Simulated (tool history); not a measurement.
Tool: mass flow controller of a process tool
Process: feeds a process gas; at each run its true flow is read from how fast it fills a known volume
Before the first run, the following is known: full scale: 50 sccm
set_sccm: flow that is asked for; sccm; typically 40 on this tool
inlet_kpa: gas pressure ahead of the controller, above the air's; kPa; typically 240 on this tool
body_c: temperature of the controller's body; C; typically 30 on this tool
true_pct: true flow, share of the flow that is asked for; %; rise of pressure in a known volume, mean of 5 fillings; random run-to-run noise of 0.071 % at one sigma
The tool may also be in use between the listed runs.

{"run": 1, "hour": 0.0, "set_sccm": 40, "inlet_kpa": 240, "body_c": 30, "true_pct": 99.8}
{"run": 2, "hour": 85.3, "set_sccm": 40, "inlet_kpa": 240, "body_c": 30, "true_pct": 99.94}
{"run": 3, "hour": 132.3, "set_sccm": 11, "inlet_kpa": 240, "body_c": 30, "true_pct": 99.45}
{"run": 4, "hour": 193.6, "set_sccm": 11, "inlet_kpa": 240, "body_c": 30, "true_pct": 99.42}
{"run": 5, "hour": 265.6, "set_sccm": 40, "inlet_kpa": 240, "body_c": 30, "true_pct": 99.83}
{"run": 6, "hour": 348.8, "set_sccm": 40, "inlet_kpa": 240, "body_c": 30, "true_pct": 99.81}
{"run": 7, "hour": 424.3, "set_sccm": 40, "inlet_kpa": 240, "body_c": 30, "true_pct": 99.87}
{"run": 8, "hour": 490.2, "set_sccm": 40, "inlet_kpa": 240, "body_c": 36, "true_pct": 99.56}
{"run": 9, "hour": 593.9, "set_sccm": 40, "inlet_kpa": 240, "body_c": 36, "true_pct": 99.58}
{"run": 10, "hour": 639.1, "set_sccm": 40, "inlet_kpa": 240, "body_c": 36, "true_pct": 99.55}
{"run": 11, "hour": 731.2, "set_sccm": 40, "inlet_kpa": 240, "body_c": 30, "true_pct": 99.83}
{"run": 12, "hour": 830.5, "set_sccm": 40, "inlet_kpa": 240, "body_c": 30, "true_pct": 99.86}
{"run": 13, "hour": 901.8, "set_sccm": 40, "inlet_kpa": 180, "body_c": 35, "true_pct": 99.42}
{"run": 14, "hour": 959.9, "set_sccm": 47, "inlet_kpa": 180, "body_c": 28, "true_pct": 99.68}
{"run": 15, "hour": 1071.5, "set_sccm": 47, "inlet_kpa": 180, "body_c": 28, "true_pct": 99.8}

The next listed run, before its measurement:
{"run": 16, "hour": 1151.1, "set_sccm": 40, "inlet_kpa": 160, "body_c": 26, "true_pct": "?"}

Run 16 measured true_pct 99.63 %.
Take away the tool's hidden state, keep the run-to-run variation as it was, and the same run would have given true_pct 99.63 %.

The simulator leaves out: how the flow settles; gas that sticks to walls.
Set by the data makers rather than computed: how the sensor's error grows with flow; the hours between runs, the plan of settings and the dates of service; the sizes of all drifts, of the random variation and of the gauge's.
